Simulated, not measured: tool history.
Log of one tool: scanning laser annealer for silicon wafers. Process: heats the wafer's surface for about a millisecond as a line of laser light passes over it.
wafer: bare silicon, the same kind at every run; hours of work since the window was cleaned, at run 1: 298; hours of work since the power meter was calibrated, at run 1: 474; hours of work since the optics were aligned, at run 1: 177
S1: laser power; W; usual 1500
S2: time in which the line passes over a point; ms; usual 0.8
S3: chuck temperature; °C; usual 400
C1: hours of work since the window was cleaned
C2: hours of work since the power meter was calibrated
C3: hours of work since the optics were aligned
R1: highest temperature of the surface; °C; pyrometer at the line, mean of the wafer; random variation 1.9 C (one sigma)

{"run": 1, "day": 0.0, "S1": 1500, "S2": 0.8, "S3": 400, "C1": 298, "C2": 474, "C3": 177, "R1": 1162}
{"run": 2, "day": 1.104, "S1": 1500, "S2": 0.8, "S3": 400, "C1": 311, "C2": 487, "C3": 190, "R1": 1159}
{"run": 3, "day": 2.779, "S1": 1500, "S2": 0.8, "S3": 400, "C1": 331, "C2": 506, "C3": 209, "R1": 1159}
{"run": 4, "day": 3.808, "S1": 1500, "S2": 0.8, "S3": 400, "C1": 343, "C2": 518, "C3": 221, "R1": 1159}
{"run": 5, "day": 4.604, "S1": 1500, "S2": 0.8, "S3": 400, "C1": 352, "C2": 528, "C3": 231, "R1": 1156}
{"run": 6, "day": 5.783, "S1": 1500, "S2": 0.639, "S3": 400, "C1": 366, "C2": 541, "C3": 245, "R1": 1062}
{"run": 7, "day": 6.825, "S1": 1500, "S2": 0.639, "S3": 400, "C1": 378, "C2": 554, "C3": 257, "R1": 1067}
{"run": 8, "day": 8.125, "S1": 1500, "S2": 0.639, "S3": 400, "C1": 393, "C2": 569, "C3": 272, "R1": 1063}
{"run": 9, "day": 9.238, "S1": 1500, "S2": 0.639, "S3": 400, "C1": 406, "C2": 582, "C3": 285, "R1": 1062}
{"run": 10, "day": 10.104, "S1": 1500, "S2": 0.639, "S3": 400, "C1": 416, "C2": 592, "C3": 295, "R1": 1062}
{"run": 11, "day": 11.446, "S1": 1500, "S2": 0.8, "S3": 382, "C1": 432, "C2": 608, "C3": 311, "R1": 1136}
{"run": 12, "day": 12.279, "S1": 1500, "S2": 0.8, "S3": 420, "C1": 442, "C2": 617, "C3": 320, "R1": 1172}
{"run": 13, "day": 13.529, "S1": 1500, "S2": 0.666, "S3": 420, "C1": 456, "C2": 632, "C3": 335, "R1": 1098}
{"run": 14, "day": 14.696, "S1": 1500, "S2": 0.666, "S3": 420, "C1": 470, "C2": 646, "C3": 349, "R1": 1094}
{"run": 15, "day": 16.033, "S1": 1500, "S2": 0.666, "S3": 420, "C1": 486, "C2": 661, "C3": 364, "R1": 1095}
{"run": 16, "day": 16.971, "S1": 1500, "S2": 0.8, "S3": 439, "C1": 497, "C2": 672, "C3": 375, "R1": 1185}
{"run": 17, "day": 18.3, "S1": 1500, "S2": 0.8, "S3": 439, "C1": 512, "C2": 688, "C3": 391, "R1": 1187}
{"run": 18, "day": 19.875, "S1": 1500, "S2": 0.8, "S3": 428, "C1": 531, "C2": 706, "C3": 409, "R1": 1179}
{"day": 20.079, "done": "laser's power meter calibrated"}
{"run": 19, "day": 21.438, "S1": 1500, "S2": 0.8, "S3": 428, "C1": 547, "C2": 16, "C3": 426, "R1": 1174}
{"run": 20, "day": 22.675, "S1": 1600, "S2": 0.8, "S3": 397, "C1": 562, "C2": 30, "C3": 441, "R1": 1201}
{"day": 23.271, "done": "window over the wafer cleaned"}
{"run": 21, "day": 24.517, "S1": 1646, "S2": 0.8, "S3": 420, "C1": 15, "C2": 51, "C3": 461, "R1": 1282}
{"run": 22, "day": 25.367, "S1": 1646, "S2": 0.8, "S3": 420, "C1": 25, "C2": 61, "C3": 471, "R1": 1279}
{"run": 23, "day": 26.383, "S1": 1427, "S2": 0.8, "S3": 388, "C1": 36, "C2": 73, "C3": 483, "R1": 1116}
{"run": 24, "day": 27.392, "S1": 1427, "S2": 0.634, "S3": 399, "C1": 48, "C2": 85, "C3": 495, "R1": 1032}
{"day": 28.854, "done": "laser's power meter calibrated, once more"}
{"run": 25, "day": 29.183, "S1": 1427, "S2": 0.84, "S3": 426, "C1": 68, "C2": 4, "C3": 514, "R1": 1169}

Run 26 comes next. What will it give?
{"run": 26, "day": 30.054, "S1": 1440, "S2": 0.8, "S3": 402, "C1": 78, "C2": 14, "C3": 524, "R1": "?"}

{"run 26": {"R1": 1133}}
Without the tool's hidden state the same run would have given R1 1148 °C.
